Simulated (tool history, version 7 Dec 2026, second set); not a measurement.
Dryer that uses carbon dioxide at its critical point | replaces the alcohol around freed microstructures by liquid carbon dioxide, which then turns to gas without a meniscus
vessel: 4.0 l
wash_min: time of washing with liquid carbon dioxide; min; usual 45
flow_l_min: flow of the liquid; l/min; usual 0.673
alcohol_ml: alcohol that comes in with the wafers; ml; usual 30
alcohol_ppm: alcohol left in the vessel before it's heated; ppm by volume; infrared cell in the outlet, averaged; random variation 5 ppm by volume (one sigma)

run   hour  wash_min  flow_l_min  alcohol_ml  alcohol_ppm
  1      0        45       0.673          30           65
  2    5.5        45       0.673          30           74
  3   15.4        45       0.673          30           73
  4   20.6        45       0.673          20           62
  5   25.2        45       0.673          30           61
  6   33.8        45       0.673          30           77
  7   43.6        45       0.673          30           74
  8     54        45       0.673          30           85
  9   60.8        45       0.673          30           80
 10   70.7        45       0.673          30           88
 11   75.8        45       0.526          30          161
 12   83.4        52       0.417          21          160
 13   93.8        28       0.417         111         3550
 14  102.2        28       0.417         111         3541
 15    110        32       0.977         111          180
 16    120        33       0.506          58          818
 17  130.3        33       0.506          58          841
 18  138.6        51       0.723          31           69
 19  147.3        51       0.723          31           65
 20  154.4        32       0.453          21          489
 21  159.3        33       0.751          23          138
 22  169.8        42       0.751          23           98

Hidden state or all else? Some run-to-run changes of alcohol_ppm, split into what the settings, what came in and random variation would give without the hidden state, and what is left for the hidden state (with any gauge scatter that isn't in both results):
The hidden state here: flow that reaches the vessel past the clogged filter, %; alcohol in the recycled carbon dioxide, ppm; drift of the gauge itself on alcohol_ppm, %.
Run 12 -> 13: wash_min 52 -> 28, alcohol_ml 21 -> 111. alcohol_ppm +3390 ppm by volume: hidden state +831, all else +2559.
Run 14 -> 15: wash_min 28 -> 32, flow_l_min 0.417 -> 0.977. alcohol_ppm -3361 ppm by volume: hidden state -824, all else -2537.
